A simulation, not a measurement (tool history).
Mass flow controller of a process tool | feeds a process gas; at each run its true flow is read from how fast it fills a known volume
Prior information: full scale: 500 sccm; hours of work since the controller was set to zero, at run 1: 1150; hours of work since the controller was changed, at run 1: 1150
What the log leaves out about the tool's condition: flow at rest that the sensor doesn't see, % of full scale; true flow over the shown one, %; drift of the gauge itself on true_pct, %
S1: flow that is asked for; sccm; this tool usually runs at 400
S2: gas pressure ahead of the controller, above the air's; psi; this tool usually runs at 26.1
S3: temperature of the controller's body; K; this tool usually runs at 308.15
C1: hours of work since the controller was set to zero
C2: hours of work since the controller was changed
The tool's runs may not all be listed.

Run 1, hour 0: usual settings; C1 1150; C2 1150. Result: true flow (%) 100.98.
Run 2, hour 50.2: usual settings; C1 1169; C2 1169. Result: true flow (%) 100.89.
Run 3, hour 105.9: usual settings; C1 1191; C2 1191. Result: true flow (%) 100.94.
Run 4, hour 187.5: usual settings but S3 295.15 K; C1 1222; C2 1222. Result: true flow (%) 99.4.
Run 5, hour 230.4: usual settings but S3 295.15 K; C1 1239; C2 1239. Result: true flow (%) 99.33.
Run 6, hour 293.1: usual settings but S3 312.15 K; C1 1263; C2 1263. Result: true flow (%) 101.27.
Run 7, hour 376.8: usual settings but S3 312.15 K; C1 1295; C2 1295. Result: true flow (%) 101.45.
Run 8, hour 428.5: usual settings but S3 302.15 K; C1 1315; C2 1315. Result: true flow (%) 100.23.
Run 9, hour 501.2: usual settings; C1 1343; C2 1343. Result: true flow (%) 100.88.
Run 10, hour 554.9: usual settings but S2 39.9 psi; C1 1364; C2 1364. Result: true flow (%) 100.37.
Run 11, hour 612.5: usual settings but S2 21.6 psi; C1 1386; C2 1386. Result: true flow (%) 101.04.
Run 12, hour 667.2: usual settings but S3 301.15 K; C1 1407; C2 1407. Result: true flow (%) 100.12.
Run 13, hour 731.4: usual settings; C1 1432; C2 1432. Result: true flow (%) 100.9.
Run 14, hour 824.2: usual settings; C1 1468; C2 1468. Result: true flow (%) 100.87.
Run 15, hour 914.5: usual settings; C1 1503; C2 1503. Result: true flow (%) 100.86.
Run 16, hour 1011.8: usual settings; C1 1540; C2 1540. Result: true flow (%) 100.84.
Run 17, hour 1112.2: usual settings but S2 29.3 psi; C1 1579; C2 1579. Result: true flow (%) 100.83.
Run 18, hour 1198.6: usual settings but S3 311.15 K; C1 1612; C2 1612. Result: true flow (%) 101.24.
Run 19, hour 1292.2: usual settings but S3 311.15 K; C1 1648; C2 1648. Result: true flow (%) 101.32.
Run 20, hour 1391.2: usual settings but S3 297.15 K; C1 1687; C2 1687. Result: true flow (%) 99.64.
Run 21, hour 1488.2: usual settings but S1 229 sccm, S2 25.4 psi; C1 1724; C2 1724. Result: true flow (%) 100.22.
Run 22, hour 1544.8: usual settings but S3 294.15 K; C1 1746; C2 1746. Result: true flow (%) 99.27.
Run 23, hour 1626.5: usual settings but S1 222 sccm, S2 38.3 psi, S3 294.15 K; C1 1777; C2 1777. Result: true flow (%) 97.92.
Run 24, hour 1689.8: usual settings but S1 222 sccm, S2 38.3 psi, S3 294.15 K; C1 1802; C2 1802. Result: true flow (%) 97.95.
Run 25, hour 1774.4: usual settings but S1 222 sccm, S2 24.7 psi; C1 1834; C2 1834. Result: true flow (%) 100.14.
Run 26, hour 1851.1: usual settings but S1 368 sccm, S2 38.1 psi, S3 296.15 K; C1 1864; C2 1864. Result: true flow (%) 98.96.
Run 27, hour 1900.2: usual settings but S2 27.8 psi, S3 313.15 K; C1 1883; C2 1883. Result: true flow (%) 101.45.
Run 28, hour 1969.5: usual settings but S1 97 sccm, S2 26.7 psi, S3 296.15 K; C1 1910; C2 1910. Result: true flow (%) 97.6.
Run 29, hour 2054.1: usual settings but S1 73 sccm, S2 26.7 psi, S3 296.15 K; C1 1942; C2 1942. Result: true flow (%) 97.21.
Run 30, hour 2097.9: usual settings but S1 179 sccm, S2 27.8 psi, S3 295.15 K; C1 1959; C2 1959. Result: true flow (%) 98.19.
Run 31, hour 2171.5: usual settings but S2 26.8 psi; C1 1987; C2 1987. Result: true flow (%) 100.96.
Run 32, hour 2239: usual settings but S2 26.8 psi; C1 2013; C2 2013. Result: true flow (%) 100.82.
Run 33, hour 2291.2: usual settings but S2 26.8 psi; C1 2034; C2 2034. Result: true flow (%) 100.75.
Run 34, hour 2334.4: usual settings but S1 239 sccm, S2 35.4 psi, S3 305.15 K; C1 2050; C2 2050. Result: true flow (%) 99.44.
Run 35, hour 2392.6: usual settings but S1 239 sccm, S2 35.4 psi, S3 305.15 K; C1 2073; C2 2073. Result: true flow (%) 99.42.
Run 36, hour 2436.1: usual settings but S1 65 sccm, S2 39 psi, S3 309.15 K; C1 2089; C2 2089. Result: true flow (%) 98.01.
Run 37, hour 2500.4: usual settings but S1 186 sccm, S2 30.5 psi, S3 294.15 K; C1 2114; C2 2114. Result: true flow (%) 98.09.
Run 38, hour 2567.9: usual settings but S1 186 sccm, S2 30.5 psi, S3 310.15 K; C1 2140; C2 2140. Result: true flow (%) 99.83.
Run 39, hour 2640.2: usual settings but S2 22.6 psi; C1 2168; C2 2168. Result: true flow (%) 100.99.
Run 40, hour 2734.5: usual settings but S1 196 sccm, S2 35.7 psi, S3 299.15 K; C1 2205; C2 2205. Result: true flow (%) 98.45.

Measured result minus the same run's result without the hidden state. Both carry the same run-to-run variation, though not necessarily the same gauge scatter:
run  true flow (%)
  1          +0.01
  2             +0
  3             +0
  4          +0.01
  5          +0.01
  6          +0.01
  7          +0.01
  8          +0.01
  9          +0.01
 10          +0.02
 11          +0.02
 12          +0.02
 13          +0.02
 14          +0.02
 15          +0.02
 16          +0.03
 17          +0.03
 18          +0.03
 19          +0.03
 20          +0.04
 21          -0.13
 22          +0.04
 23          -0.13
 24          -0.13
 25          -0.13
 26          +0.03
 27          +0.05
 28          -0.68
 29             -1
 30          -0.24
 31          +0.05
 32          +0.05
 33          +0.06
 34          -0.11
 35          -0.11
 36          -1.22
 37          -0.23
 38          -0.23
 39          +0.07
 40           -0.2
